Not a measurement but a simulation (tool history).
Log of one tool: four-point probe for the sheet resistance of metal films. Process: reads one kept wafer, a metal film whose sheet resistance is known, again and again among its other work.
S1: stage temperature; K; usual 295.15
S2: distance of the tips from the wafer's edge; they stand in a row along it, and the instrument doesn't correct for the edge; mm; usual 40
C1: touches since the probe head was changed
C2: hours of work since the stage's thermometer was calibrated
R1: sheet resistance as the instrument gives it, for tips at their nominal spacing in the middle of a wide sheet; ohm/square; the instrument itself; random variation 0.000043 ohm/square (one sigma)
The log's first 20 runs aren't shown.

{"run": 21, "hour": 205.0, "S1": 297.15, "S2": 26, "C1": 15816, "C2": 19, "R1": 0.213138}
{"run": 22, "hour": 215.3, "S1": 301.15, "S2": 4, "C1": 16128, "C2": 26, "R1": 0.216462}
{"run": 23, "hour": 228.1, "S1": 302.15, "S2": 11, "C1": 16514, "C2": 35, "R1": 0.214159}
{"run": 24, "hour": 235.5, "S1": 300.15, "S2": 20, "C1": 16738, "C2": 40, "R1": 0.213591}
{"hour": 237.4, "done": "stage's thermometer calibrated, once more"}
{"run": 25, "hour": 250.2, "S1": 300.15, "S2": 20, "C1": 17163, "C2": 9, "R1": 0.213675}
{"run": 26, "hour": 262.9, "S1": 297.15, "S2": 6, "C1": 17547, "C2": 17, "R1": 0.214386}
{"run": 27, "hour": 278.1, "S1": 296.15, "S2": 30, "C1": 18004, "C2": 28, "R1": 0.212982}
{"run": 28, "hour": 289.4, "S1": 296.15, "S2": 30, "C1": 18345, "C2": 36, "R1": 0.212952}
{"run": 29, "hour": 302.5, "S1": 296.15, "S2": 30, "C1": 18742, "C2": 45, "R1": 0.21296}
{"run": 30, "hour": 309.9, "S1": 307.15, "S2": 5, "C1": 18962, "C2": 50, "R1": 0.216664}
{"run": 31, "hour": 320.9, "S1": 307.15, "S2": 5, "C1": 19294, "C2": 57, "R1": 0.216511}
{"run": 32, "hour": 333.3, "S1": 307.15, "S2": 5, "C1": 19670, "C2": 66, "R1": 0.216425}
{"run": 33, "hour": 341.4, "S1": 295.15, "S2": 19, "C1": 19914, "C2": 71, "R1": 0.212938}
{"run": 34, "hour": 350.6, "S1": 295.15, "S2": 19, "C1": 20191, "C2": 78, "R1": 0.212833}

3 ways to go on from here, each from the tool as it stands after run 34. What would each give?
{"run": "A", "hour": 362.3, "S1": 298.15, "S2": 19, "C1": 20542, "C2": 86, "R1": "?"}
{"run": "B", "hour": 362.3, "S1": 292.15, "S2": 19, "C1": 20542, "C2": 86, "R1": "?"}
{"run": "C", "hour": 362.3, "S1": 295.15, "S2": 16, "C1": 20542, "C2": 86, "R1": "?"}

run=A R1=0.213297
run=B R1=0.212278
run=C R1=0.212900
Without the tool's hidden state the same runs would have given:
run=A R1=0.215968
run=B R1=0.214938
run=C R1=0.215567

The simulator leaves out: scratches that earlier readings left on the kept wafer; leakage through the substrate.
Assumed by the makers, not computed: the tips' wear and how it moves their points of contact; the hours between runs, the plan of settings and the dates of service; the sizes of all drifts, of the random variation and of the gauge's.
